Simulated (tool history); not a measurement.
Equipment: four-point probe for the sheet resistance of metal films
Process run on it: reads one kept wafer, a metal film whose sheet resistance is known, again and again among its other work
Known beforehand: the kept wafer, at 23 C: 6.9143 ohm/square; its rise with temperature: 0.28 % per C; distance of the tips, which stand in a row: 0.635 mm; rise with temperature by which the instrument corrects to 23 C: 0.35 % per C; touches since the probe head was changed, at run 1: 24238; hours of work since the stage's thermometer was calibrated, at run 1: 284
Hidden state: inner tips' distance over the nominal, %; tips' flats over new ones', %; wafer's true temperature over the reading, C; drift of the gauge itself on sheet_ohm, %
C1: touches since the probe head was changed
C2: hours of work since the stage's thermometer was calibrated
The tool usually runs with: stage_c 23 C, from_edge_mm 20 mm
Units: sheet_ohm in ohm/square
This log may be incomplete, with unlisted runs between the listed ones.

{"run": 1, "hour": 0.0, "stage_c": 23, "from_edge_mm": 20, "C1": 24238, "C2": 284, "sheet_ohm": 6.926649}
{"run": 2, "hour": 17.8, "stage_c": 23, "from_edge_mm": 20, "C1": 25239, "C2": 296, "sheet_ohm": 6.92928}
{"run": 3, "hour": 46.0, "stage_c": 23, "from_edge_mm": 20, "C1": 26816, "C2": 317, "sheet_ohm": 6.928617}
{"run": 4, "hour": 62.4, "stage_c": 23, "from_edge_mm": 20, "C1": 27736, "C2": 328, "sheet_ohm": 6.927745}
{"run": 5, "hour": 93.1, "stage_c": 22, "from_edge_mm": 20, "C1": 29458, "C2": 350, "sheet_ohm": 6.935973}
{"run": 6, "hour": 113.8, "stage_c": 23, "from_edge_mm": 20, "C1": 30623, "C2": 365, "sheet_ohm": 6.931859}
{"run": 7, "hour": 137.4, "stage_c": 23, "from_edge_mm": 20, "C1": 31949, "C2": 382, "sheet_ohm": 6.930464}
{"run": 8, "hour": 157.4, "stage_c": 19, "from_edge_mm": 20, "C1": 33070, "C2": 397, "sheet_ohm": 6.953157}
{"run": 9, "hour": 190.9, "stage_c": 19, "from_edge_mm": 20, "C1": 34946, "C2": 421, "sheet_ohm": 6.952152}
{"run": 10, "hour": 210.0, "stage_c": 19, "from_edge_mm": 20, "C1": 36017, "C2": 434, "sheet_ohm": 6.954702}
{"run": 11, "hour": 234.7, "stage_c": 23, "from_edge_mm": 13, "C1": 37406, "C2": 452, "sheet_ohm": 6.938234}
{"run": 12, "hour": 264.5, "stage_c": 23, "from_edge_mm": 13, "C1": 39076, "C2": 474, "sheet_ohm": 6.940319}
{"hour": 267.5, "done": "stage's thermometer calibrated"}
{"run": 13, "hour": 289.4, "stage_c": 25, "from_edge_mm": 29, "C1": 40446, "C2": 16, "sheet_ohm": 6.922416}
{"run": 14, "hour": 320.3, "stage_c": 25, "from_edge_mm": 29, "C1": 42177, "C2": 38, "sheet_ohm": 6.925237}
{"run": 15, "hour": 349.0, "stage_c": 25, "from_edge_mm": 29, "C1": 43790, "C2": 59, "sheet_ohm": 6.925294}
{"run": 16, "hour": 375.6, "stage_c": 23, "from_edge_mm": 8, "C1": 45279, "C2": 78, "sheet_ohm": 6.957776}
{"run": 17, "hour": 397.1, "stage_c": 23, "from_edge_mm": 8, "C1": 46486, "C2": 93, "sheet_ohm": 6.9602}
{"run": 18, "hour": 426.2, "stage_c": 23, "from_edge_mm": 8, "C1": 48118, "C2": 114, "sheet_ohm": 6.958336}
{"hour": 434.1, "done": "stage's thermometer calibrated, once more"}
{"run": 19, "hour": 448.9, "stage_c": 23, "from_edge_mm": 8, "C1": 49364, "C2": 11, "sheet_ohm": 6.959244}
{"run": 20, "hour": 482.2, "stage_c": 23, "from_edge_mm": 6, "C1": 51233, "C2": 35, "sheet_ohm": 6.97847}
{"run": 21, "hour": 513.5, "stage_c": 32, "from_edge_mm": 22, "C1": 52988, "C2": 57, "sheet_ohm": 6.895284}

What if the next run were any one of these 3? Each begins from the tool's condition after run 21:
{"run": "A", "hour": 543.8, "stage_c": 29, "from_edge_mm": 4, "C1": 54687, "C2": 79, "sheet_ohm": "?"}
{"run": "B", "hour": 543.8, "stage_c": 34, "from_edge_mm": 64, "C1": 54687, "C2": 79, "sheet_ohm": "?"}
{"run": "C", "hour": 543.8, "stage_c": 25, "from_edge_mm": 35, "C1": 54687, "C2": 79, "sheet_ohm": "?"}

run=A sheet_ohm=7.000082
run=B sheet_ohm=6.883535
run=C sheet_ohm=6.925271
With the hidden condition removed and each run's random variation left untouched, the same runs would have given:
run=A sheet_ohm=6.977268
run=B sheet_ohm=6.861097
run=C sheet_ohm=6.902663

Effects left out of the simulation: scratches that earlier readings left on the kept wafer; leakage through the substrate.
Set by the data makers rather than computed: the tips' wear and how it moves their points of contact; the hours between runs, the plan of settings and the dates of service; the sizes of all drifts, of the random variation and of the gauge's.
